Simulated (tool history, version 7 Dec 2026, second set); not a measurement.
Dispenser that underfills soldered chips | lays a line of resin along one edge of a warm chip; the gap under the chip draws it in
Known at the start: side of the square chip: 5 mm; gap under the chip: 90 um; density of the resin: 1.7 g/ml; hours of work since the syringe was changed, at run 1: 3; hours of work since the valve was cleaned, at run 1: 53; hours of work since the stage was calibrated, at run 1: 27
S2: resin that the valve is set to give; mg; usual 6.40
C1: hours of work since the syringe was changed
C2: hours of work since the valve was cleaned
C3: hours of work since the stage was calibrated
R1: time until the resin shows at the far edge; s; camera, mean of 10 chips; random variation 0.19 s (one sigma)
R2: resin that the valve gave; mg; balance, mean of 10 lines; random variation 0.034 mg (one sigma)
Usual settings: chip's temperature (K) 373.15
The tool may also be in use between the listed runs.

Run 1, hour 0.0: usual settings; C1 3; C2 53; C3 27. Result: R1 10.2 s, R2 6.11 mg.
At hour 3.5: new syringe of resin.
Run 2, hour 4.8: usual settings but chip's temperature (K) 364.15; C1 1; C2 57; C3 30. Result: R1 14.3 s, R2 6.11 mg.
At hour 9.6: dispensing valve cleaned and set on the balance.
Run 3, hour 10.7: usual settings but chip's temperature (K) 364.15; C1 5; C2 1; C3 34. Result: R1 16.1 s, R2 6.44 mg.
At hour 11.8: new syringe of resin.
Run 4, hour 16.9: usual settings; C1 4; C2 5; C3 39. Result: R1 10.2 s, R2 6.35 mg.
At hour 19.2: new syringe of resin.
Run 5, hour 21.1: usual settings; C1 1; C2 8; C3 42. Result: R1 9.9 s, R2 6.31 mg.
Run 6, hour 24.6: usual settings; C1 4; C2 11; C3 44. Result: R1 10.1 s, R2 6.36 mg.
At hour 26.3: new syringe of resin.
Run 7, hour 28.9: usual settings; C1 2; C2 14; C3 47. Result: R1 9.7 s, R2 6.30 mg.
Run 8, hour 32.1: usual settings; C1 4; C2 16; C3 50. Result: R1 10.4 s, R2 6.31 mg.
At hour 33.7: new syringe of resin.
Run 9, hour 37.6: usual settings; C1 3; C2 20; C3 54. Result: R1 9.9 s, R2 6.27 mg.
At hour 40.7: new syringe of resin.
Run 10, hour 42.0: usual settings; C1 1; C2 23; C3 57. Result: R1 9.2 s, R2 6.30 mg.
Run 11, hour 46.6: usual settings; C1 4; C2 27; C3 60. Result: R1 10.3 s, R2 6.25 mg.
At hour 47.8: new syringe of resin.
Run 12, hour 50.8: usual settings; C1 2; C2 30; C3 63. Result: R1 9.4 s, R2 6.26 mg.
At hour 55.2: new syringe of resin.
Run 13, hour 57.2: usual settings; C1 2; C2 35; C3 68. Result: R1 9.7 s, R2 6.21 mg.
Run 14, hour 60.4: usual settings; C1 4; C2 37; C3 70. Result: R1 10.4 s, R2 6.14 mg.
At hour 62.4: new syringe of resin.
Run 15, hour 66.9: usual settings but chip's temperature (K) 364.15, S2 6.45 mg; C1 3; C2 42; C3 75. Result: R1 16.1 s, R2 6.18 mg.
At hour 69.6: new syringe of resin.
Run 16, hour 70.2: usual settings but chip's temperature (K) 380.15, S2 8.23 mg; C1 0; C2 44; C3 77. Result: R1 6.9 s, R2 7.85 mg.
Run 17, hour 74.6: usual settings but chip's temperature (K) 380.15, S2 8.23 mg; C1 4; C2 47; C3 80. Result: R1 7.4 s, R2 7.82 mg.
At hour 76.8: new syringe of resin.
Run 18, hour 80.7: usual settings but chip's temperature (K) 380.15, S2 8.23 mg; C1 3; C2 52; C3 85. Result: R1 7.2 s, R2 7.80 mg.
At hour 84.0: new syringe of resin.
Run 19, hour 86.8: usual settings but chip's temperature (K) 382.15, S2 5.86 mg; C1 2; C2 56; C3 89. Result: R1 6.5 s, R2 5.56 mg.
At hour 91.1: new syringe of resin.
At hour 93.2: dispensing valve cleaned and set on the balance.
Run 20, hour 94.0: usual settings but chip's temperature (K) 365.15, S2 6.92 mg; C1 1; C2 1; C3 94. Result: R1 13.4 s, R2 6.96 mg.
Run 21, hour 96.7: usual settings but chip's temperature (K) 365.15, S2 6.92 mg; C1 3; C2 3; C3 96. Result: R1 14.5 s, R2 6.94 mg.
At hour 99.4: new syringe of resin.
Run 22, hour 101.3: usual settings but chip's temperature (K) 372.15, S2 7.61 mg; C1 1; C2 6; C3 99. Result: R1 9.9 s, R2 7.60 mg.
Run 23, hour 105.5: usual settings but chip's temperature (K) 372.15, S2 7.61 mg; C1 5; C2 9; C3 102. Result: R1 10.9 s, R2 7.55 mg.
At hour 106.8: new syringe of resin.
Run 24, hour 108.5: usual settings but chip's temperature (K) 377.15, S2 6.67 mg; C1 1; C2 11; C3 104. Result: R1 8.0 s, R2 6.57 mg.

Measured less the same run without the tool's hidden state. The same run-to-run variation is in both; the gauge's scatter may not be:
The hidden state here: resin's viscosity, % of fresh resin's; dose that the valve gives, % of what is set; true chip temperature over the reading, C; drift of the gauge itself on fill_s, %; drift of the gauge itself on given_mg, %.
run    R1     R2
  1  +0.9  -0.34
  2  +0.2  -0.35
  3  +2.1  -0.01
  4  +1.1  -0.04
  5  +0.6  -0.06
  6  +1.5  -0.07
  7  +0.4  -0.10
  8  +1.2  -0.11
  9  +0.8  -0.13
 10  +0.1  -0.15
 11  +1.2  -0.17
 12  +0.5  -0.19
 13  +0.4  -0.22
 14  +1.1  -0.24
 15  +1.6  -0.27
 16  +0.0  -0.35
 17  +0.8  -0.38
 18  +0.6  -0.41
 19  +0.4  -0.32
 20  +0.1  +0.01
 21  +1.1  +0.00
 22  +0.3  -0.02
 23  +1.4  -0.05
 24  +0.2  -0.06
